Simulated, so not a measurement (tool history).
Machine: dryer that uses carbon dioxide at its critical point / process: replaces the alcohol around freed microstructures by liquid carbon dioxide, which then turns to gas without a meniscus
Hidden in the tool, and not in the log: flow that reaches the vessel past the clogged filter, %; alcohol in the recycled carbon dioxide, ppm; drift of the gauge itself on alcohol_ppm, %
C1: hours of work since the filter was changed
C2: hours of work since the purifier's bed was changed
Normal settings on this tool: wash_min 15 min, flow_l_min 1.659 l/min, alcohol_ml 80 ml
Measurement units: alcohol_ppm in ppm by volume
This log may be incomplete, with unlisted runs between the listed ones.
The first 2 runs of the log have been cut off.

run 3 hour=73.2 | wash_min=15 flow_l_min=1.659 alcohol_ml=80 | C1=124 C2=62 | alcohol_ppm=97
run 4 hour=94.6 | wash_min=15 flow_l_min=1.659 alcohol_ml=80 | C1=139 C2=77 | alcohol_ppm=104
run 5 hour=128.9 | wash_min=15 flow_l_min=1.659 alcohol_ml=80 | C1=163 C2=101 | alcohol_ppm=101
run 6 hour=170 | wash_min=15 flow_l_min=1.659 alcohol_ml=80 | C1=191 C2=130 | alcohol_ppm=125
run 7 hour=190.2 | wash_min=15 flow_l_min=1.69 alcohol_ml=80 | C1=205 C2=144 | alcohol_ppm=119
run 8 hour=228.1 | wash_min=15 flow_l_min=1.69 alcohol_ml=80 | C1=232 C2=171 | alcohol_ppm=125
run 9 hour=262.7 | wash_min=15 flow_l_min=2.68 alcohol_ml=80 | C1=256 C2=195 | alcohol_ppm=56
run 10 hour=298.6 | wash_min=10 flow_l_min=2.68 alcohol_ml=80 | C1=281 C2=220 | alcohol_ppm=124
run 11 hour=329.1 | wash_min=10 flow_l_min=2.68 alcohol_ml=80 | C1=303 C2=241 | alcohol_ppm=132
run 12 hour=351.9 | wash_min=10 flow_l_min=2.68 alcohol_ml=80 | C1=319 C2=257 | alcohol_ppm=142
run 13 hour=388.2 | wash_min=10 flow_l_min=2.68 alcohol_ml=25 | C1=344 C2=283 | alcohol_ppm=85
run 14 hour=408.5 | wash_min=16 flow_l_min=1.659 alcohol_ml=80 | C1=358 C2=297 | alcohol_ppm=152
run 15 hour=434.7 | wash_min=16 flow_l_min=1.659 alcohol_ml=80 | C1=377 C2=315 | alcohol_ppm=164
run 16 hour=467.6 | wash_min=15 flow_l_min=1.659 alcohol_ml=80 | C1=400 C2=338 | alcohol_ppm=200
run 17 hour=511.7 | wash_min=15 flow_l_min=1.93 alcohol_ml=80 | C1=430 C2=369 | alcohol_ppm=142
run 18 hour=554.7 | wash_min=15 flow_l_min=1.93 alcohol_ml=80 | C1=460 C2=399 | alcohol_ppm=160
run 19 hour=596.9 | wash_min=15 flow_l_min=1.93 alcohol_ml=80 | C1=490 C2=429 | alcohol_ppm=161
-- hour=616.5 inlet filter changed
run 20 hour=621.8 | wash_min=16 flow_l_min=2.63 alcohol_ml=26 | C1=4 C2=445 | alcohol_ppm=111
run 21 hour=660 | wash_min=20 flow_l_min=1.659 alcohol_ml=77 | C1=30 C2=472 | alcohol_ppm=112
run 22 hour=701.7 | wash_min=20 flow_l_min=1.02 alcohol_ml=56 | C1=60 C2=501 | alcohol_ppm=255
-- hour=716.6 purifier's bed changed
run 23 hour=734.9 | wash_min=15 flow_l_min=1.5 alcohol_ml=40 | C1=81 C2=13 | alcohol_ppm=67
run 24 hour=767.5 | wash_min=10 flow_l_min=1.84 alcohol_ml=40 | C1=104 C2=36 | alcohol_ppm=168

Run 25 is up next; what results do you expect?
run 25 hour=807.8 | wash_min=11 flow_l_min=1.659 alcohol_ml=80 | C1=132 C2=64 | alcohol_ppm=?

Run 25 came out at alcohol_ppm 350 ppm by volume.
Had the tool carried no hidden state, the very same run would have given alcohol_ppm 276 ppm by volume.

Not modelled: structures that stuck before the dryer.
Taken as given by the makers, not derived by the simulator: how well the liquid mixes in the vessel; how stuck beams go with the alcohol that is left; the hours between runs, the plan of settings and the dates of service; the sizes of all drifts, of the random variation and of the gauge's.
